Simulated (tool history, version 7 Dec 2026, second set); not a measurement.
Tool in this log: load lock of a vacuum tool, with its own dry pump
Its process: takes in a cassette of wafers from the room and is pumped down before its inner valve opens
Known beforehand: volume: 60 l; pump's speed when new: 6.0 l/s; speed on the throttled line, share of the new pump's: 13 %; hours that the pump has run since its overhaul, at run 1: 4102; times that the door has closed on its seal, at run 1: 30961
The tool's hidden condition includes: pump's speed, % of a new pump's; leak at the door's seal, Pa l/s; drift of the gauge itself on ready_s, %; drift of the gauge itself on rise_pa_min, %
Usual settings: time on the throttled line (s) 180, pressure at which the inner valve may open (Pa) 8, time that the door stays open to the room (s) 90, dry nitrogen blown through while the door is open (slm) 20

| run | day | time on the throttled line (s) | pressure at which the inner valve may open (Pa) | time that the door stays open to the room (s) | dry nitrogen blown through while the door is open (slm) | hours that the pump has run since its overhaul | times that the door has closed on its seal | incoming humidity of the room's air, % | time from the closed door until the inner valve may open (s) | rise of the pressure with all valves shut (Pa/min) |
|---|---|---|---|---|---|---|---|---|---|---|
| 1 | 0.000 | 180 | 8 | 90 | 20 | 4102 | 30961 | 38.6 | 261.0 | 0.158 |
| 2 | 9.683 | 180 | 8 | 90 | 20 | 4335 | 31822 | 45.2 | 262.3 | 0.165 |
| 3 | 24.233 | 180 | 8 | 90 | 17 | 4684 | 33116 | 42.6 | 262.8 | 0.182 |
| 4 | 40.804 | 180 | 8 | 90 | 20 | 5082 | 34590 | 43.2 | 262.5 | 0.181 |
| 5 | 55.658 | 180 | 8 | 90 | 20 | 5438 | 35912 | 42.9 | 263.2 | 0.193 |
| 6 | 69.108 | 180 | 8 | 90 | 20 | 5761 | 37108 | 45.9 | 267.0 | 0.201 |
| 7 | 75.958 | 180 | 8 | 90 | 20 | 5925 | 37717 | 45.1 | 268.2 | 0.216 |
| 8 | 82.817 | 180 | 8 | 90 | 20 | 6090 | 38327 | 42.4 | 264.4 | 0.215 |
| 9 | 89.850 | 180 | 9 | 90 | 20 | 6259 | 38953 | 47.5 | 267.2 | 0.218 |
| 10 | 100.438 | 180 | 8 | 90 | 20 | 6513 | 39894 | 48.4 | 265.5 | 0.227 |
| 11 | 116.796 | 180 | 6 | 90 | 20 | 6905 | 41350 | 43.2 | 273.8 | 0.235 |
| 12 | 129.938 | 180 | 6 | 171 | 20 | 7221 | 42518 | 42.8 | 275.9 | 0.258 |
| 13 | 146.000 | 180 | 8 | 27 | 20 | 7606 | 43947 | 44.6 | 269.7 | 0.254 |
| 14 | 155.917 | 180 | 8 | 27 | 20 | 7844 | 44829 | 43.8 | 272.6 | 0.255 |
| 15 | 166.562 | 180 | 8 | 27 | 20 | 8100 | 45776 | 44.1 | 273.4 | 0.262 |
| 16 | 174.875 | 180 | 8 | 27 | 20 | 8299 | 46515 | 43.6 | 273.9 | 0.270 |
| 17 | 189.871 | 180 | 8 | 90 | 20 | 8659 | 47849 | 44.4 | 276.6 | 0.285 |
| 18 | 197.212 | 180 | 8 | 90 | 20 | 8835 | 48502 | 47.0 | 272.6 | 0.291 |
| 19 | 213.258 | 180 | 8 | 90 | 20 | 9221 | 49930 | 44.7 | 276.2 | 0.309 |
| 20 | 230.283 | 180 | 15 | 90 | 20 | 9629 | 51444 | 44.3 | 268.5 | 0.322 |
|  | 242.296 | dry pump taken out, an overhauled one fitted |
| 21 | 242.492 | 177 | 6 | 35 | 10 | 5 | 52507 | 44.5 | 255.0 | 0.332 |
| 22 | 254.462 | 177 | 6 | 47 | 10 | 292 | 53572 | 41.9 | 254.8 | 0.349 |
| 23 | 265.896 | 111 | 8 | 90 | 5 | 566 | 54589 | 46.0 | 194.9 | 0.369 |
| 24 | 273.175 | 111 | 8 | 90 | 5 | 741 | 55237 | 45.3 | 195.8 | 0.380 |
| 25 | 285.862 | 295 | 8 | 99 | 18 | 1046 | 56365 | 44.1 | 352.2 | 0.372 |
| 26 | 299.192 | 295 | 8 | 99 | 18 | 1365 | 57551 | 47.4 | 356.8 | 0.395 |
| 27 | 308.558 | 307 | 14 | 76 | 17 | 1590 | 58384 | 46.5 | 361.9 | 0.403 |
| 28 | 319.346 | 118 | 11 | 55 | 20 | 1849 | 59344 | 46.1 | 202.6 | 0.402 |
| 29 | 329.450 | 118 | 11 | 55 | 20 | 2092 | 60242 | 45.5 | 201.1 | 0.407 |
| 30 | 343.467 | 118 | 11 | 34 | 27 | 2428 | 61489 | 42.0 | 202.1 | 0.414 |
| 31 | 351.117 | 118 | 11 | 34 | 27 | 2612 | 62169 | 48.4 | 203.0 | 0.428 |
| 32 | 361.879 | 118 | 11 | 34 | 27 | 2870 | 63127 | 46.1 | 204.0 | 0.430 |
| 33 | 371.133 | 105 | 11 | 94 | 27 | 3092 | 63950 | 44.8 | 191.0 | 0.458 |
| 34 | 384.871 | 106 | 8 | 112 | 29 | 3422 | 65172 | 43.0 | 200.3 | 0.465 |
| 35 | 395.446 | 106 | 7 | 112 | 29 | 3676 | 66112 | 43.8 | 200.1 | 0.484 |
| 36 | 409.025 | 228 | 7 | 189 | 8 | 4001 | 67320 | 43.4 | 307.3 | 0.530 |
| 37 | 419.150 | 228 | 7 | 189 | 8 | 4244 | 68221 | 47.1 | 307.5 | 0.554 |

Subtracting, for every run, the result it would have given without the tool's unlogged condition from the measured result gives the following. The same run-to-run variation enters both numbers; the gauge's scatter may not:
| run | time from the closed door until the inner valve may open (s) | rise of the pressure with all valves shut (Pa/min) |
|---|---|---|
| 1 | +8.6 | +0.139 |
| 2 | +9.1 | +0.145 |
| 3 | +10.0 | +0.155 |
| 4 | +10.9 | +0.163 |
| 5 | +11.8 | +0.175 |
| 6 | +12.9 | +0.182 |
| 7 | +13.3 | +0.189 |
| 8 | +13.6 | +0.193 |
| 9 | +14.2 | +0.194 |
| 10 | +14.8 | +0.205 |
| 11 | +17.0 | +0.218 |
| 12 | +18.1 | +0.225 |
| 13 | +18.4 | +0.240 |
| 14 | +19.2 | +0.246 |
| 15 | +19.9 | +0.250 |
| 16 | +20.5 | +0.259 |
| 17 | +21.9 | +0.267 |
| 18 | +22.2 | +0.274 |
| 19 | +23.5 | +0.285 |
| 20 | +22.8 | +0.300 |
| 21 | +1.3 | +0.314 |
| 22 | +1.9 | +0.325 |
| 23 | +2.7 | +0.329 |
| 24 | +3.1 | +0.340 |
| 25 | +2.9 | +0.351 |
| 26 | +3.5 | +0.365 |
| 27 | +3.5 | +0.380 |
| 28 | +5.7 | +0.385 |
| 29 | +6.3 | +0.395 |
| 30 | +7.3 | +0.401 |
| 31 | +7.7 | +0.417 |
| 32 | +8.4 | +0.423 |
| 33 | +8.9 | +0.439 |
| 34 | +10.5 | +0.449 |
| 35 | +11.3 | +0.465 |
| 36 | +10.1 | +0.472 |
| 37 | +10.6 | +0.488 |
